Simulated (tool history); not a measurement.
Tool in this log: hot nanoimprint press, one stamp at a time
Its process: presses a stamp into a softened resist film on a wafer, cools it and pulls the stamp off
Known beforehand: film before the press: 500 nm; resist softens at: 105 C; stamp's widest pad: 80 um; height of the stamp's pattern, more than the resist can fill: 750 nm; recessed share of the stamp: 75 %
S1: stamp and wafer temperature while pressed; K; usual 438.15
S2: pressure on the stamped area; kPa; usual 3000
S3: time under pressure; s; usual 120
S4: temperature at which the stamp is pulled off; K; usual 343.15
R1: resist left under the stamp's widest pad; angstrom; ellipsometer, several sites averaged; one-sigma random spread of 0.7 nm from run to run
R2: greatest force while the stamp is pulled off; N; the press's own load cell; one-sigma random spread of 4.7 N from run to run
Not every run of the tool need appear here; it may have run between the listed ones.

{"run": 1, "hour": 0.0, "S1": 438.15, "S2": 3000, "S3": 120, "S4": 343.15, "R1": 1761, "R2": 252}
{"run": 2, "hour": 37.5, "S1": 438.15, "S2": 3000, "S3": 120, "S4": 343.15, "R1": 1754, "R2": 265}
{"run": 3, "hour": 82.5, "S1": 438.15, "S2": 3000, "S3": 120, "S4": 343.15, "R1": 1753, "R2": 285}
{"run": 4, "hour": 134.5, "S1": 438.15, "S2": 3000, "S3": 120, "S4": 343.15, "R1": 1731, "R2": 311}
{"run": 5, "hour": 180.5, "S1": 438.15, "S2": 3000, "S3": 120, "S4": 343.15, "R1": 1728, "R2": 332}
{"hour": 215.3, "done": "stamp cleaned and given a new release coat"}
{"run": 6, "hour": 241.1, "S1": 438.15, "S2": 3000, "S3": 120, "S4": 343.15, "R1": 1721, "R2": 240}
{"run": 7, "hour": 273.1, "S1": 438.15, "S2": 3000, "S3": 120, "S4": 343.15, "R1": 1713, "R2": 253}
{"run": 8, "hour": 299.1, "S1": 438.15, "S2": 3000, "S3": 120, "S4": 343.15, "R1": 1717, "R2": 261}
{"hour": 318.1, "done": "plate thermocouple calibrated"}
{"run": 9, "hour": 352.6, "S1": 438.15, "S2": 3000, "S3": 120, "S4": 343.15, "R1": 1690, "R2": 275}
{"run": 10, "hour": 410.8, "S1": 438.15, "S2": 3350, "S3": 120, "S4": 343.15, "R1": 1588, "R2": 297}
{"hour": 446.3, "done": "plate thermocouple calibrated, once more"}
{"run": 11, "hour": 446.3, "S1": 438.15, "S2": 3350, "S3": 120, "S4": 343.15, "R1": 1788, "R2": 337}
{"run": 12, "hour": 475.1, "S1": 438.15, "S2": 3350, "S3": 120, "S4": 343.15, "R1": 1787, "R2": 342}
{"hour": 500.7, "done": "stamp cleaned and given a new release coat"}
{"run": 13, "hour": 539.0, "S1": 438.15, "S2": 4030, "S3": 120, "S4": 343.15, "R1": 1601, "R2": 244}
{"run": 14, "hour": 595.0, "S1": 438.15, "S2": 3000, "S3": 120, "S4": 343.15, "R1": 1884, "R2": 272}
{"run": 15, "hour": 641.3, "S1": 438.15, "S2": 3000, "S3": 120, "S4": 343.15, "R1": 1866, "R2": 284}
{"run": 16, "hour": 699.9, "S1": 438.15, "S2": 3000, "S3": 120, "S4": 343.15, "R1": 1852, "R2": 317}
{"run": 17, "hour": 748.9, "S1": 438.15, "S2": 3000, "S3": 120, "S4": 343.15, "R1": 1863, "R2": 338}
{"hour": 780.1, "done": "stamp cleaned and given a new release coat"}
{"run": 18, "hour": 784.4, "S1": 438.15, "S2": 3000, "S3": 120, "S4": 343.15, "R1": 1849, "R2": 229}
{"hour": 826.2, "done": "press's hydraulic seals changed and the load cell set to zero"}
{"run": 19, "hour": 829.7, "S1": 438.15, "S2": 3000, "S3": 120, "S4": 350.15, "R1": 1761, "R2": 234}
{"run": 20, "hour": 863.3, "S1": 438.15, "S2": 3000, "S3": 120, "S4": 350.15, "R1": 1759, "R2": 245}
{"run": 21, "hour": 901.0, "S1": 438.15, "S2": 3000, "S3": 120, "S4": 350.15, "R1": 1743, "R2": 252}
{"run": 22, "hour": 931.6, "S1": 438.15, "S2": 3380, "S3": 219, "S4": 333.15, "R1": 1300, "R2": 315}
{"run": 23, "hour": 980.0, "S1": 438.15, "S2": 3000, "S3": 85, "S4": 335.15, "R1": 1962, "R2": 330}
{"run": 24, "hour": 1014.2, "S1": 436.15, "S2": 2710, "S3": 164, "S4": 329.15, "R1": 1823, "R2": 372}
{"run": 25, "hour": 1053.1, "S1": 438.15, "S2": 2190, "S3": 164, "S4": 341.15, "R1": 1868, "R2": 342}
{"hour": 1071.8, "done": "stamp cleaned and given a new release coat"}
{"run": 26, "hour": 1090.9, "S1": 433.15, "S2": 3000, "S3": 120, "S4": 343.15, "R1": 2212, "R2": 246}
{"hour": 1119.3, "done": "plate thermocouple calibrated"}
{"run": 27, "hour": 1150.2, "S1": 433.15, "S2": 3000, "S3": 120, "S4": 349.15, "R1": 2348, "R2": 257}
{"run": 28, "hour": 1212.3, "S1": 444.15, "S2": 1830, "S3": 120, "S4": 347.15, "R1": 1808, "R2": 272}

Branching from run 28: 3 alternative next runs. What would each branch give?
{"run": "A", "hour": 1256.2, "S1": 445.15, "S2": 1830, "S3": 120, "S4": 347.15, "R1": "?", "R2": "?"}
{"run": "B", "hour": 1256.2, "S1": 430.15, "S2": 3000, "S3": 120, "S4": 330.15, "R1": "?", "R2": "?"}
{"run": "C", "hour": 1256.2, "S1": 438.15, "S2": 3000, "S3": 95, "S4": 343.15, "R1": "?", "R2": "?"}

run=A R1=1719 R2=283
run=B R1=2709 R2=330
run=C R1=1935 R2=311
The same runs, with their run-to-run variation unchanged, on a tool lacking any hidden condition would have given:
run=A R1=1722 R2=213
run=B R1=2706 R2=248
run=C R1=1930 R2=234

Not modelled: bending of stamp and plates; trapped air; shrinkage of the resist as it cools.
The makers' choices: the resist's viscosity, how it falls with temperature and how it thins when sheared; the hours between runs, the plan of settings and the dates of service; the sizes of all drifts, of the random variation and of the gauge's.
